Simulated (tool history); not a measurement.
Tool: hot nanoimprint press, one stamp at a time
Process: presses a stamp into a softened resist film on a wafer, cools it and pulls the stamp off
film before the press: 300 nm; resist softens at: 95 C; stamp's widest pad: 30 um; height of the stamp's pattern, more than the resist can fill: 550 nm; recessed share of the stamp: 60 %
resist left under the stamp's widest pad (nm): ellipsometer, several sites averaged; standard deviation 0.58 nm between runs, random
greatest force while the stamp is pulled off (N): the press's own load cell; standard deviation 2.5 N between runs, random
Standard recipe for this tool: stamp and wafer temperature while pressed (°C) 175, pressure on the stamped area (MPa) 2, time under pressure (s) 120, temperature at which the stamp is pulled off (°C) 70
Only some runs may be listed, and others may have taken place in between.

run	hour	stamp and wafer temperature while pressed (°C)	pressure on the stamped area (MPa)	time under pressure (s)	temperature at which the stamp is pulled off (°C)	resist left under the stamp's widest pad (nm)	greatest force while the stamp is pulled off (N)
1	0	175	2	120	70	131.2	202
2	22.8	175	2	120	70	132.2	197
3	69.2	175	2	83	70	150.3	197
4	95	175	2	83	70	148.5	198
# hour 129.8: stamp cleaned and given a new release coat
5	137.1	175	1.66	83	70	163	197
6	175.2	175	1.66	83	70	161	193

Forecast run 7:
# hour 187.5: press's hydraulic seals changed and the load cell set to zero
7	204.8	175	1.86	120	70	?	?

{"run 7": {"resist left under the stamp's widest pad (nm)": 135.7, "greatest force while the stamp is pulled off (N)": 194}}
Had the tool carried no hidden state, the very same run would have given resist left under the stamp's widest pad (nm) 135.5, greatest force while the stamp is pulled off (N) 193.

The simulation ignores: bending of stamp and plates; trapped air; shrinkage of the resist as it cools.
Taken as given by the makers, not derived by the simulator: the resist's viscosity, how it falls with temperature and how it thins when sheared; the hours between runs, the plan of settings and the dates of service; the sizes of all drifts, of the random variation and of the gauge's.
